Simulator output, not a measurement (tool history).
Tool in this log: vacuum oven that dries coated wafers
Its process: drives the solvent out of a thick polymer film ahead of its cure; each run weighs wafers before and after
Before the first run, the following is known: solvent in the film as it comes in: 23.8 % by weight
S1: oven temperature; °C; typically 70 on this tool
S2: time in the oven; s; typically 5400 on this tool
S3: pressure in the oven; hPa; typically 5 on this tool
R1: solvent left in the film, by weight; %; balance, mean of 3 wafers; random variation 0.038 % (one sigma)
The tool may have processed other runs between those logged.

run	day	S1	S2	S3	R1
1	0	70	5400	5	0.97
2	0.438	70	3600	5	2.52
3	0.683	70	3600	5	2.57
4	1	70	3600	5	2.56
5	1.462	70	3600	5	2.54
6	1.917	70	3600	5	2.64
7	2.221	76	3600	5	1.05
8	2.446	76	3600	5	1.08
9	2.708	76	3600	5	1.07
10	3.038	76	3600	5	1.13
11	3.533	70	5400	5	0.96
12	3.75	70	5400	5	1.11
13	4.038	70	5400	5	1.03
14	4.333	70	7860	5	0.43
15	4.667	70	5400	5	0.97
16	5.133	61	5400	5	3.55
17	5.479	61	5400	5	3.61
18	5.738	70	5400	5	1.02
19	6.067	70	5400	5	1.04
20	6.446	70	9360	5	0.4
21	6.792	71	5400	5	0.83
22	7.067	71	5400	5	0.8
23	7.404	71	5400	5	0.89
# day 7.508: oven's thermocouples calibrated
24	7.925	69	4560	3.88	1.87
25	8.233	69	4560	3.88	1.91
26	8.612	69	4560	3.88	1.88
27	8.979	71	4800	9.04	1.38
28	9.221	83	8460	5	0.09
29	9.496	83	4680	3.54	0.19
30	9.975	70	8880	13.31	0.57
# day 10.371: oven's thermocouples calibrated, once more
31	10.479	56	8880	5.27	2.61
32	10.817	70	4500	5.93	1.56
33	11.258	79	2880	8.94	1.12
34	11.488	76	5880	2.65	0.16

Run 35 is up next; what results do you expect?
35	11.788	57	3360	5.07	?

R1: 8.35 %
The same run, on a tool lacking any hidden state, would have yielded R1 8.41 %.
